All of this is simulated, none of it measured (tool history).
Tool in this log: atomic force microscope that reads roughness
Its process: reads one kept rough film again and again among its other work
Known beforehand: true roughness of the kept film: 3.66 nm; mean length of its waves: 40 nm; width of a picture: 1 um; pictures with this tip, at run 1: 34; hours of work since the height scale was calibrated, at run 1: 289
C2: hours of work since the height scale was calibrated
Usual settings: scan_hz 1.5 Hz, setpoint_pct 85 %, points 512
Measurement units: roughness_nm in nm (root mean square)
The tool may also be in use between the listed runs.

Run 1, hour 0: usual settings; pictures with this tip 34; C2 289. Result: roughness_nm 2.767 nm (root mean square).
Run 2, hour 12.4: usual settings; pictures with this tip 47; C2 296. Result: roughness_nm 2.739 nm (root mean square).
Run 3, hour 23.7: usual settings; pictures with this tip 60; C2 303. Result: roughness_nm 2.72 nm (root mean square).
Run 4, hour 29.8: usual settings; pictures with this tip 66; C2 306. Result: roughness_nm 2.701 nm (root mean square).
Run 5, hour 42: usual settings; pictures with this tip 80; C2 313. Result: roughness_nm 2.666 nm (root mean square).
Run 6, hour 53.6: usual settings; pictures with this tip 92; C2 320. Result: roughness_nm 2.669 nm (root mean square).
Run 7, hour 65.8: usual settings but setpoint_pct 59 %; pictures with this tip 106; C2 328. Result: roughness_nm 3.051 nm (root mean square).
Run 8, hour 75.3: usual settings but setpoint_pct 59 %; pictures with this tip 116; C2 333. Result: roughness_nm 3.038 nm (root mean square).
Run 9, hour 82.4: usual settings but setpoint_pct 59 %; pictures with this tip 124; C2 338. Result: roughness_nm 2.998 nm (root mean square).
Run 10, hour 88.2: usual settings but setpoint_pct 59 %; pictures with this tip 131; C2 341. Result: roughness_nm 2.981 nm (root mean square).
Run 11, hour 100.8: usual settings but setpoint_pct 59 %; pictures with this tip 144; C2 348. Result: roughness_nm 2.961 nm (root mean square).
Run 12, hour 106.6: usual settings but setpoint_pct 59 %; pictures with this tip 151; C2 352. Result: roughness_nm 2.955 nm (root mean square).
Run 13, hour 113: usual settings but setpoint_pct 59 %; pictures with this tip 158; C2 356. Result: roughness_nm 2.963 nm (root mean square).
Run 14, hour 124.5: usual settings but setpoint_pct 59 %; pictures with this tip 171; C2 363. Result: roughness_nm 2.927 nm (root mean square).
Run 15, hour 136.8: usual settings but setpoint_pct 59 %; pictures with this tip 184; C2 370. Result: roughness_nm 2.902 nm (root mean square).
Run 16, hour 143: usual settings but setpoint_pct 89 %; pictures with this tip 191; C2 374. Result: roughness_nm 2.43 nm (root mean square).
Run 17, hour 149.2: usual settings but setpoint_pct 89 %; pictures with this tip 198; C2 377. Result: roughness_nm 2.412 nm (root mean square).
Run 18, hour 155.3: usual settings but setpoint_pct 89 %; pictures with this tip 205; C2 381. Result: roughness_nm 2.413 nm (root mean square).
Run 19, hour 163.2: usual settings but points 431; pictures with this tip 213; C2 386. Result: roughness_nm 2.49 nm (root mean square).
Run 20, hour 175.2: usual settings but setpoint_pct 77 %; pictures with this tip 226; C2 393. Result: roughness_nm 2.598 nm (root mean square).
Run 21, hour 185.2: usual settings but setpoint_pct 58 %; pictures with this tip 237; C2 399. Result: roughness_nm 2.815 nm (root mean square).
Run 22, hour 194.7: usual settings but setpoint_pct 58 %; pictures with this tip 248; C2 404. Result: roughness_nm 2.787 nm (root mean square).
Run 23, hour 202.6: usual settings; pictures with this tip 257; C2 409. Result: roughness_nm 2.397 nm (root mean square).
Run 24, hour 214.9: usual settings; pictures with this tip 270; C2 416. Result: roughness_nm 2.387 nm (root mean square).
Run 25, hour 221.3: usual settings but scan_hz 0.67 Hz, setpoint_pct 64 %; pictures with this tip 277; C2 420. Result: roughness_nm 2.802 nm (root mean square).
Run 26, hour 230.9: usual settings but scan_hz 0.69 Hz, setpoint_pct 83 %, points 374; pictures with this tip 288; C2 426. Result: roughness_nm 2.631 nm (root mean square).
At hour 238.9: new tip fitted.
Run 27, hour 240.7: usual settings but scan_hz 2.26 Hz, setpoint_pct 65 %, points 582; pictures with this tip 2; C2 431. Result: roughness_nm 3.061 nm (root mean square).
Run 28, hour 251.4: usual settings but scan_hz 3.22 Hz, setpoint_pct 66 %; pictures with this tip 14; C2 438. Result: roughness_nm 2.897 nm (root mean square).
Run 29, hour 257.4: usual settings but setpoint_pct 89 %, points 721; pictures with this tip 20; C2 441. Result: roughness_nm 2.712 nm (root mean square).
Run 30, hour 266: usual settings but points 769; pictures with this tip 30; C2 446. Result: roughness_nm 2.784 nm (root mean square).
Run 31, hour 276.5: usual settings but points 299; pictures with this tip 41; C2 453. Result: roughness_nm 2.714 nm (root mean square).
Run 32, hour 285.4: usual settings but setpoint_pct 83 %, points 478; pictures with this tip 51; C2 458. Result: roughness_nm 2.771 nm (root mean square).
Run 33, hour 293.7: usual settings but scan_hz 2.12 Hz, setpoint_pct 55 %, points 899; pictures with this tip 60; C2 463. Result: roughness_nm 3.121 nm (root mean square).
Run 34, hour 304.6: usual settings but scan_hz 2.12 Hz, setpoint_pct 55 %, points 899; pictures with this tip 72; C2 469. Result: roughness_nm 3.115 nm (root mean square).
Run 35, hour 311.8: usual settings but scan_hz 2.12 Hz, setpoint_pct 55 %, points 899; pictures with this tip 80; C2 474. Result: roughness_nm 3.063 nm (root mean square).
Run 36, hour 324.5: usual settings but scan_hz 2.12 Hz, setpoint_pct 55 %, points 899; pictures with this tip 94; C2 481. Result: roughness_nm 3.054 nm (root mean square).
Run 37, hour 330.7: usual settings but scan_hz 0.93 Hz, setpoint_pct 89 %, points 363; pictures with this tip 101; C2 485. Result: roughness_nm 2.754 nm (root mean square).
Run 38, hour 338: usual settings but scan_hz 0.93 Hz, setpoint_pct 89 %, points 363; pictures with this tip 109; C2 489. Result: roughness_nm 2.755 nm (root mean square).
Run 39, hour 347.7: usual settings but scan_hz 0.93 Hz, setpoint_pct 89 %, points 363; pictures with this tip 120; C2 495. Result: roughness_nm 2.732 nm (root mean square).
Run 40, hour 354.5: usual settings but scan_hz 0.65 Hz, points 1023; pictures with this tip 127; C2 499. Result: roughness_nm 2.882 nm (root mean square).
Run 41, hour 364.2: usual settings but scan_hz 2.07 Hz, setpoint_pct 56 %; pictures with this tip 138; C2 505. Result: roughness_nm 2.957 nm (root mean square).
Run 42, hour 375.4: usual settings but scan_hz 3.19 Hz, points 588; pictures with this tip 150; C2 511. Result: roughness_nm 2.143 nm (root mean square).
Run 43, hour 383.8: usual settings but scan_hz 1.34 Hz, setpoint_pct 61 %, points 270; pictures with this tip 159; C2 516. Result: roughness_nm 2.916 nm (root mean square).
Run 44, hour 389.1: usual settings but scan_hz 0.78 Hz, setpoint_pct 61 %, points 270; pictures with this tip 165; C2 520. Result: roughness_nm 2.967 nm (root mean square).
Run 45, hour 399: usual settings but scan_hz 1 Hz, setpoint_pct 61 %, points 685; pictures with this tip 176; C2 525. Result: roughness_nm 2.958 nm (root mean square).
Run 46, hour 405.9: usual settings but scan_hz 0.87 Hz; pictures with this tip 184; C2 529. Result: roughness_nm 2.683 nm (root mean square).
Run 47, hour 415.6: usual settings but scan_hz 0.87 Hz; pictures with this tip 194; C2 535. Result: roughness_nm 2.674 nm (root mean square).

Some steps in roughness_nm, run to run, broken into two amounts with sign: the step expected even without the hidden condition (settings, incoming material, random variation), and the rest, left for the hidden condition together with whatever gauge scatter is not in both the measured and the hidden-condition-free result:
Hidden conditions of the tool in this case: radius of the tip, nm; height scale over the true one, %; drift of the gauge itself on roughness_nm, %.
Run 15 -> 16: setpoint_pct 59 -> 89. roughness_nm -0.472 nm (root mean square): hidden state +0.048, all else -0.52.
Run 24 -> 25: scan_hz 1.5 -> 0.67, setpoint_pct 85 -> 64. roughness_nm +0.415 nm (root mean square): hidden state -0.093, all else +0.508.
Run 26 -> 27: scan_hz 0.69 -> 2.26, setpoint_pct 83 -> 65, points 374 -> 582, new tip fitted. roughness_nm +0.43 nm (root mean square): hidden state +0.483, all else -0.053.
Run 41 -> 42: scan_hz 2.07 -> 3.19, setpoint_pct 56 -> 85, points 512 -> 588. roughness_nm -0.814 nm (root mean square): hidden state +0.066, all else -0.88.
Run 42 -> 43: scan_hz 3.19 -> 1.34, setpoint_pct 85 -> 61, points 588 -> 270. roughness_nm +0.773 nm (root mean square): hidden state -0.105, all else +0.878.
